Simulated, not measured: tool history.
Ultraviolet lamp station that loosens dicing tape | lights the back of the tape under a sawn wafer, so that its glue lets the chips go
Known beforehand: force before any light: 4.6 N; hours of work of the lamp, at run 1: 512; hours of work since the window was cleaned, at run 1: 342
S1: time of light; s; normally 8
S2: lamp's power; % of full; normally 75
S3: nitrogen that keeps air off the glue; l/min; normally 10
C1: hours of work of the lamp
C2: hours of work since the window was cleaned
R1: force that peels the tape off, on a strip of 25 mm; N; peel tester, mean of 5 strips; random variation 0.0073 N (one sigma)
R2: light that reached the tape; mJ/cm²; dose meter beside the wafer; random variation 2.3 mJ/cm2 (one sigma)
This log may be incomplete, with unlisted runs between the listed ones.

run     day  S1  S2  S3    C1   C2     R1   R2
  1   0.000   8  75  10   512  342  0.411  185
  2   1.158   8  75  10   529  360  0.447  184
  3   2.050   8  75  10   543  373  0.437  180
  4   2.883   8  66  10   555  386  0.557  160
  5   3.646   8  66  10   567  397  0.542  160
  6   4.921   8  66  10   586  416  0.561  159
  7   5.717   8  92  10   598  428  0.314  217
  8   6.588   8  92  10   611  441  0.304  216
  9   7.842  12  75  10   630  460  0.211  265
 10   8.596  12  75  10   641  472  0.214  260
 11   9.275   9  75  10   651  482  0.377  189
 12  10.838   9  75  10   675  505  0.401  191
 13  12.392   9  75  10   698  529  0.414  192
 14  13.546   9  75  10   716  546  0.411  187
 15  15.204   9  70  10   741  571  0.489  170
 16  16.738   9  70  10   764  594  0.495  166
     18.375  -- window cleaned of glue's vapour
 17  18.388   8  75  10   788    0  0.647  150
 18  19.508   8  75  10   805   17  0.672  142
 19  20.792   8  75  10   824   36  0.671  143
 20  21.675   6  75  10   838   50  1.046  110
 21  22.854   8  63  10   855   67  0.942  119
 22  24.338   8  75  13   878   90  0.634  140
 23  25.271   8  94  13   892  104  0.431  174
     25.521  -- window cleaned of glue's vapour, once more
 24  26.379  12  98  10   908   13  0.141  358
 25  27.696   9  83  11   928   33  0.280  223
 26  28.542  14  77   5   941   45  0.248  319
 27  30.129  14  77   5   965   69  0.245  313
 28  30.804   8  76  13   975   80  0.395  175
 29  32.442   8  76  13   999  104  0.409  174
 30  33.221   5  97  10  1011  116  0.688  137
 31  34.283   5  75   4  1027  132  1.697  107
 32  35.446   5  75   4  1045  149  1.612  105
 33  36.854   8  87  10  1066  171  0.413  190
 34  38.229   7  68  10  1086  191  0.775  132
 35  39.254   5  68  10  1102  207  1.338   94
 36  40.379   5  68  10  1119  224  1.332   95
 37  41.208   8  62  10  1131  236  0.766  130
 38  42.258  10  62   4  1147  252  0.949  164
 39  43.421   8  75  10  1165  269  0.583  152
 40  44.721   8  75  10  1184  289  0.627  156
 41  46.004   8  75  10  1203  308  0.600  152
 42  47.412   5  60  10  1225  329  1.656   75
 43  48.617   8  75   6  1243  348  0.880  149

Some steps in R1, run to run, broken into two amounts with sign: the step expected even without the hidden condition (settings, incoming material, random variation), and the rest, left for the hidden condition together with whatever gauge scatter is not in both the measured and the hidden-condition-free result:
The hidden state here: lamp's light, % of a new lamp's; light that the window lets through, % of a clean one's; drift of the gauge itself on peel_n, %; drift of the gauge itself on dose_mj_cm2, %.
Run 30 -> 31: S2 97 -> 75, S3 10 -> 4. R1 +1.009 N: hidden state +0.243, all else +0.766.
Run 32 -> 33: S1 5 -> 8, S2 75 -> 87, S3 4 -> 10. R1 -1.199 N: hidden state -0.334, all else -0.865.
Run 41 -> 42: S1 8 -> 5, S2 75 -> 60. R1 +1.056 N: hidden state +0.379, all else +0.677.

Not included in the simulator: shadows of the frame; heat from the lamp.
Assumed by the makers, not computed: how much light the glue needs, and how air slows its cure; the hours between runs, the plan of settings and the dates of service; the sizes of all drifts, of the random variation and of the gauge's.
